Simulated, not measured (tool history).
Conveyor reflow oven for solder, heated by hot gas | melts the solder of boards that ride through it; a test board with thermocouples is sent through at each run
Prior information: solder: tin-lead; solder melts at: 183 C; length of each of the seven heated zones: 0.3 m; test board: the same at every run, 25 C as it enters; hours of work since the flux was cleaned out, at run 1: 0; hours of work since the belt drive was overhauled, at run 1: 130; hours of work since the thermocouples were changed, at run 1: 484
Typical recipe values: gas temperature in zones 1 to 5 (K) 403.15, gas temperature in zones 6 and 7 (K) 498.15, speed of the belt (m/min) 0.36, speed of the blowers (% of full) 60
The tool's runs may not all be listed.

run	hour	gas temperature in zones 1 to 5 (K)	gas temperature in zones 6 and 7 (K)	speed of the belt (m/min)	speed of the blowers (% of full)	hours of work since the flux was cleaned out	hours of work since the belt drive was overhauled	hours of work since the thermocouples were changed	highest temperature of the board (K)	time above the solder's melting point (s)
1	0.0	403.15	498.15	0.36	60	0	130	484	478.85	56.4
2	68.0	403.15	498.15	0.36	60	30	160	514	478.35	56.1
3	128.4	403.15	498.15	0.36	60	56	186	541	478.85	57.1
4	185.0	403.15	498.15	0.36	76	81	211	566	482.95	63.6
5	223.6	394.15	498.15	0.36	60	98	228	583	476.75	49.3
6	261.0	403.15	498.15	0.36	60	115	245	599	478.65	55.7
7	307.8	403.15	498.15	0.36	60	135	265	620	478.45	56.4

Run 8 has not been measured yet. What should we expect?
8	372.4	403.15	498.15	0.36	60	164	293	648	?	?

highest temperature of the board (K): 478.85
time above the solder's melting point (s): 56.7
The same run, on a tool lacking any hidden state, would have yielded highest temperature of the board (K) 478.95, time above the solder's melting point (s) 56.7.
